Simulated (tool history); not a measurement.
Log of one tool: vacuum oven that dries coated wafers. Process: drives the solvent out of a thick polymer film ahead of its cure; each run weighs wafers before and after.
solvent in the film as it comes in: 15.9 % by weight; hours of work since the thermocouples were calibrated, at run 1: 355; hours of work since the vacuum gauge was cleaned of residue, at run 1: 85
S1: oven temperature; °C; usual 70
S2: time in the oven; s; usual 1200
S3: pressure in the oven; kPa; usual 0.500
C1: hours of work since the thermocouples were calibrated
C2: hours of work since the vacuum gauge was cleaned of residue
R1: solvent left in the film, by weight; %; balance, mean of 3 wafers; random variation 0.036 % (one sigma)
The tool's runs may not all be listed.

| run | day | S1 | S2 | S3 | C1 | C2 | R1 |
|---|---|---|---|---|---|---|---|
| 1 | 0.000 | 70 | 1200 | 0.500 | 355 | 85 | 2.66 |
| 2 | 0.842 | 70 | 1200 | 0.500 | 368 | 99 | 2.68 |
| 3 | 2.221 | 70 | 1200 | 0.500 | 390 | 121 | 2.65 |
| 4 | 3.342 | 70 | 1200 | 0.500 | 409 | 139 | 2.68 |
| 5 | 4.104 | 70 | 1200 | 0.503 | 421 | 151 | 2.64 |
| 6 | 5.354 | 70 | 1200 | 0.320 | 441 | 172 | 2.58 |
| 7 | 6.229 | 70 | 1200 | 0.320 | 455 | 186 | 2.54 |
|  | 6.379 | vacuum gauge cleaned of residue and calibrated |
| 8 | 7.896 | 57 | 840 | 1.933 | 481 | 25 | 9.26 |
| 9 | 9.142 | 68 | 1200 | 0.457 | 502 | 45 | 3.26 |
|  | 9.358 | vacuum gauge cleaned of residue and calibrated, once more |
| 10 | 10.088 | 68 | 1200 | 0.457 | 516 | 12 | 3.23 |
| 11 | 10.971 | 68 | 1200 | 0.457 | 530 | 26 | 3.30 |
| 12 | 12.567 | 83 | 960 | 0.500 | 556 | 52 | 0.37 |

4 ways to go on from here, each from the tool as it stands after run 12. What would each give?
| A | 13.617 | 80 | 960 | 0.500 | 573 | 69 | ? |
| B | 13.617 | 70 | 1740 | 0.587 | 573 | 69 | ? |
| C | 13.617 | 77 | 960 | 0.771 | 573 | 69 | ? |
| D | 13.617 | 67 | 1320 | 1.033 | 573 | 69 | ? |

| run | R1 |
|---|---|
| A | 0.76 |
| B | 1.37 |
| C | 1.33 |
| D | 3.43 |
Without the tool's hidden state the same runs would have given:
| run | R1 |
|---|---|
| A | 0.84 |
| B | 1.49 |
| C | 1.46 |
| D | 3.62 |

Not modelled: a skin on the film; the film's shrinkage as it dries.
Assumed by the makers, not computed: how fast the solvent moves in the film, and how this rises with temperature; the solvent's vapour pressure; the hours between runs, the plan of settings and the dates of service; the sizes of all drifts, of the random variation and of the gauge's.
